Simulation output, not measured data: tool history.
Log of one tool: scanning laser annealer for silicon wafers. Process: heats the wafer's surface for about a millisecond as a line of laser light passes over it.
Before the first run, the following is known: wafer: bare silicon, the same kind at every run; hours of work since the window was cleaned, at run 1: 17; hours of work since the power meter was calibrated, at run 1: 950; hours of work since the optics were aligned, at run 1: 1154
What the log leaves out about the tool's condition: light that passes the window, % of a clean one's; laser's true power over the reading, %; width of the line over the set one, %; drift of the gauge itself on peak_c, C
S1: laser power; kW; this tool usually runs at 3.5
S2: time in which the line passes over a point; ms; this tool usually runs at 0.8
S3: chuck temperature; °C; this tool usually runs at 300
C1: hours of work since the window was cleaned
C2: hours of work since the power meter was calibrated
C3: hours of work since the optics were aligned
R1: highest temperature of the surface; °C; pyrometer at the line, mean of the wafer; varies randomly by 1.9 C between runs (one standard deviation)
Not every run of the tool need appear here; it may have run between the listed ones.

Run 1, hour 0: usual settings; C1 17; C2 950; C3 1154. Result: R1 1149 °C.
Run 2, hour 95.7: usual settings; C1 93; C2 1026; C3 1230. Result: R1 1150 °C.
Run 3, hour 152.7: usual settings; C1 138; C2 1071; C3 1275. Result: R1 1146 °C.
Run 4, hour 233.3: usual settings but S2 0.802 ms; C1 202; C2 1135; C3 1339. Result: R1 1146 °C.
Run 5, hour 308.7: usual settings but S2 0.802 ms; C1 262; C2 1195; C3 1399. Result: R1 1145 °C.
At hour 352.4: optics aligned, line set to its width.
Run 6, hour 352.4: usual settings; C1 293; C2 1226; C3 0. Result: R1 1149 °C.
Run 7, hour 442.5: usual settings but S2 0.6 ms; C1 364; C2 1297; C3 71. Result: R1 1052 °C.
Run 8, hour 486.7: usual settings but S2 0.6 ms; C1 399; C2 1332; C3 107. Result: R1 1051 °C.
Run 9, hour 563.5: usual settings but S2 0.6 ms; C1 460; C2 1393; C3 168. Result: R1 1049 °C.
Run 10, hour 617.4: usual settings but S2 0.6 ms; C1 503; C2 1436; C3 210. Result: R1 1049 °C.
Run 11, hour 668.7: usual settings but S2 0.6 ms; C1 544; C2 1477; C3 251. Result: R1 1048 °C.
Run 12, hour 760.4: usual settings but S1 3.324 kW, S2 0.799 ms, S3 286 °C; C1 616; C2 1549; C3 324. Result: R1 1085 °C.
Run 13, hour 810.3: usual settings but S1 3.324 kW, S2 0.799 ms, S3 286 °C; C1 656; C2 1589; C3 363. Result: R1 1081 °C.
Run 14, hour 861.3: usual settings but S1 3.324 kW, S2 0.799 ms, S3 286 °C; C1 696; C2 1629; C3 404. Result: R1 1080 °C.
At hour 869.8: laser's power meter calibrated.
At hour 907.4: window over the wafer cleaned.
Run 15, hour 912.5: usual settings but S1 3.759 kW, S2 0.756 ms, S3 281 °C; C1 4; C2 32; C3 441. Result: R1 1204 °C.
Run 16, hour 975.3: usual settings but S1 3.759 kW, S2 0.801 ms, S3 309 °C; C1 54; C2 82; C3 490. Result: R1 1252 °C.

For run 17, what comes out?
Run 17, hour 1034.2: usual settings but S1 3.759 kW, S2 0.801 ms, S3 309 °C; C1 101; C2 129; C3 537. Result: R1 ?.

{"run 17": {"R1": 1253}}
Minus the tool's unlogged condition, the same run would have read R1 1228 °C.
